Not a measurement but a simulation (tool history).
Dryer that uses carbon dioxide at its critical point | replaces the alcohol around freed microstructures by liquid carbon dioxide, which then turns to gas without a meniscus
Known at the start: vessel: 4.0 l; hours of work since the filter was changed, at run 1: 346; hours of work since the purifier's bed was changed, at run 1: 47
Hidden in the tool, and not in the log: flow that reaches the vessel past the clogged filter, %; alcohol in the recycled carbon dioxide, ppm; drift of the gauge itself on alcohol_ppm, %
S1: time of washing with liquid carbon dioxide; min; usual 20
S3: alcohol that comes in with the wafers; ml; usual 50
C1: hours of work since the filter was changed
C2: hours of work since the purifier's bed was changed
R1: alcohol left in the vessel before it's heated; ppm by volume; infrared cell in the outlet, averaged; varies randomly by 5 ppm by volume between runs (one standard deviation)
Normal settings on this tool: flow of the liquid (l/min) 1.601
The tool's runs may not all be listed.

{"run": 1, "hour": 0.0, "S1": 20, "flow of the liquid (l/min)": 1.601, "S3": 50, "C1": 346, "C2": 47, "R1": 81}
{"run": 2, "hour": 13.7, "S1": 20, "flow of the liquid (l/min)": 1.601, "S3": 50, "C1": 350, "C2": 51, "R1": 66}
{"run": 3, "hour": 27.4, "S1": 20, "flow of the liquid (l/min)": 1.601, "S3": 50, "C1": 354, "C2": 55, "R1": 71}
{"run": 4, "hour": 40.9, "S1": 20, "flow of the liquid (l/min)": 1.601, "S3": 50, "C1": 359, "C2": 59, "R1": 67}
{"run": 5, "hour": 50.5, "S1": 20, "flow of the liquid (l/min)": 1.601, "S3": 50, "C1": 362, "C2": 62, "R1": 74}
{"run": 6, "hour": 59.3, "S1": 20, "flow of the liquid (l/min)": 1.601, "S3": 50, "C1": 364, "C2": 65, "R1": 71}
{"run": 7, "hour": 70.4, "S1": 20, "flow of the liquid (l/min)": 1.601, "S3": 56, "C1": 368, "C2": 69, "R1": 90}
{"run": 8, "hour": 78.9, "S1": 20, "flow of the liquid (l/min)": 1.601, "S3": 56, "C1": 370, "C2": 71, "R1": 82}
{"run": 9, "hour": 87.7, "S1": 20, "flow of the liquid (l/min)": 1.601, "S3": 56, "C1": 373, "C2": 74, "R1": 88}
{"run": 10, "hour": 95.8, "S1": 20, "flow of the liquid (l/min)": 1.601, "S3": 91, "C1": 376, "C2": 76, "R1": 135}
{"run": 11, "hour": 103.9, "S1": 20, "flow of the liquid (l/min)": 1.71, "S3": 50, "C1": 378, "C2": 79, "R1": 63}
{"run": 12, "hour": 112.3, "S1": 21, "flow of the liquid (l/min)": 1.601, "S3": 50, "C1": 381, "C2": 82, "R1": 66}
{"run": 13, "hour": 121.8, "S1": 21, "flow of the liquid (l/min)": 1.601, "S3": 50, "C1": 384, "C2": 85, "R1": 75}
{"run": 14, "hour": 132.9, "S1": 21, "flow of the liquid (l/min)": 1.601, "S3": 50, "C1": 387, "C2": 88, "R1": 69}
{"run": 15, "hour": 145.9, "S1": 20, "flow of the liquid (l/min)": 1.601, "S3": 50, "C1": 391, "C2": 92, "R1": 83}
{"run": 16, "hour": 157.6, "S1": 20, "flow of the liquid (l/min)": 1.601, "S3": 50, "C1": 395, "C2": 96, "R1": 86}
{"run": 17, "hour": 167.2, "S1": 20, "flow of the liquid (l/min)": 1.601, "S3": 50, "C1": 398, "C2": 99, "R1": 84}
{"run": 18, "hour": 174.9, "S1": 20, "flow of the liquid (l/min)": 1.601, "S3": 50, "C1": 400, "C2": 101, "R1": 93}
{"run": 19, "hour": 187.1, "S1": 20, "flow of the liquid (l/min)": 1.601, "S3": 50, "C1": 404, "C2": 105, "R1": 93}
{"run": 20, "hour": 196.3, "S1": 20, "flow of the liquid (l/min)": 1.601, "S3": 50, "C1": 407, "C2": 108, "R1": 88}
{"run": 21, "hour": 204.9, "S1": 32, "flow of the liquid (l/min)": 1.601, "S3": 50, "C1": 410, "C2": 110, "R1": 41}
{"hour": 208.1, "done": "inlet filter changed"}
{"run": 22, "hour": 216.6, "S1": 18, "flow of the liquid (l/min)": 1.601, "S3": 50, "C1": 3, "C2": 114, "R1": 80}
{"run": 23, "hour": 226.6, "S1": 18, "flow of the liquid (l/min)": 1.601, "S3": 50, "C1": 6, "C2": 117, "R1": 88}
{"run": 24, "hour": 234.9, "S1": 18, "flow of the liquid (l/min)": 1.601, "S3": 50, "C1": 8, "C2": 119, "R1": 101}
{"run": 25, "hour": 243.2, "S1": 18, "flow of the liquid (l/min)": 1.601, "S3": 50, "C1": 11, "C2": 122, "R1": 82}
{"run": 26, "hour": 256.1, "S1": 26, "flow of the liquid (l/min)": 1.2, "S3": 91, "C1": 15, "C2": 126, "R1": 109}
{"run": 27, "hour": 268.4, "S1": 26, "flow of the liquid (l/min)": 1.2, "S3": 91, "C1": 19, "C2": 130, "R1": 107}
{"run": 28, "hour": 274.8, "S1": 26, "flow of the liquid (l/min)": 1.2, "S3": 91, "C1": 21, "C2": 132, "R1": 113}
{"run": 29, "hour": 280.7, "S1": 26, "flow of the liquid (l/min)": 1.8, "S3": 91, "C1": 22, "C2": 133, "R1": 40}
{"run": 30, "hour": 294.5, "S1": 30, "flow of the liquid (l/min)": 1.12, "S3": 50, "C1": 27, "C2": 138, "R1": 72}
{"run": 31, "hour": 302.3, "S1": 26, "flow of the liquid (l/min)": 1.48, "S3": 51, "C1": 29, "C2": 140, "R1": 58}
{"run": 32, "hour": 316.1, "S1": 15, "flow of the liquid (l/min)": 1.601, "S3": 39, "C1": 33, "C2": 144, "R1": 154}
{"run": 33, "hour": 324.7, "S1": 20, "flow of the liquid (l/min)": 1.13, "S3": 29, "C1": 36, "C2": 147, "R1": 158}
{"run": 34, "hour": 332.8, "S1": 20, "flow of the liquid (l/min)": 1.13, "S3": 29, "C1": 39, "C2": 150, "R1": 169}
{"run": 35, "hour": 339.6, "S1": 20, "flow of the liquid (l/min)": 2.36, "S3": 28, "C1": 41, "C2": 152, "R1": 45}
{"run": 36, "hour": 353.7, "S1": 14, "flow of the liquid (l/min)": 2.01, "S3": 50, "C1": 45, "C2": 156, "R1": 101}
{"run": 37, "hour": 361.0, "S1": 17, "flow of the liquid (l/min)": 1.9, "S3": 44, "C1": 47, "C2": 158, "R1": 69}
{"run": 38, "hour": 367.0, "S1": 17, "flow of the liquid (l/min)": 1.9, "S3": 44, "C1": 49, "C2": 160, "R1": 71}
{"run": 39, "hour": 375.9, "S1": 17, "flow of the liquid (l/min)": 1.9, "S3": 44, "C1": 52, "C2": 163, "R1": 71}
{"run": 40, "hour": 383.9, "S1": 14, "flow of the liquid (l/min)": 0.98, "S3": 57, "C1": 54, "C2": 165, "R1": 1233}
{"run": 41, "hour": 393.7, "S1": 17, "flow of the liquid (l/min)": 1.74, "S3": 63, "C1": 58, "C2": 169, "R1": 109}
{"run": 42, "hour": 404.5, "S1": 17, "flow of the liquid (l/min)": 1.74, "S3": 63, "C1": 61, "C2": 172, "R1": 107}
{"run": 43, "hour": 415.2, "S1": 17, "flow of the liquid (l/min)": 1.74, "S3": 63, "C1": 64, "C2": 175, "R1": 96}
{"run": 44, "hour": 425.5, "S1": 24, "flow of the liquid (l/min)": 1.601, "S3": 27, "C1": 67, "C2": 178, "R1": 59}
{"run": 45, "hour": 435.3, "S1": 27, "flow of the liquid (l/min)": 1.01, "S3": 45, "C1": 70, "C2": 181, "R1": 136}
{"run": 46, "hour": 442.6, "S1": 12, "flow of the liquid (l/min)": 1.601, "S3": 20, "C1": 73, "C2": 184, "R1": 193}
{"run": 47, "hour": 454.0, "S1": 17, "flow of the liquid (l/min)": 1.21, "S3": 24, "C1": 76, "C2": 187, "R1": 192}

For some of the steps in R1 from one run to the next: how much would appear even if the tool had no hidden state, given the settings, what came in and random variation, and how much remains for the hidden state plus any gauge scatter that the measured result and the result without hidden state don't share?
Run 10 -> 11: flow of the liquid (l/min) 1.601 -> 1.710, S3 91 -> 50. R1 -72 ppm by volume: hidden state -29, all else -43.
Run 34 -> 35: flow of the liquid (l/min) 1.130 -> 2.360, S3 29 -> 28. R1 -124 ppm by volume: hidden state -6, all else -118.
Run 39 -> 40: S1 17 -> 14, flow of the liquid (l/min) 1.900 -> 0.980, S3 44 -> 57. R1 +1162 ppm by volume: hidden state +50, all else +1112.
Run 40 -> 41: S1 14 -> 17, flow of the liquid (l/min) 0.980 -> 1.740, S3 57 -> 63. R1 -1124 ppm by volume: hidden state -47, all else -1077.

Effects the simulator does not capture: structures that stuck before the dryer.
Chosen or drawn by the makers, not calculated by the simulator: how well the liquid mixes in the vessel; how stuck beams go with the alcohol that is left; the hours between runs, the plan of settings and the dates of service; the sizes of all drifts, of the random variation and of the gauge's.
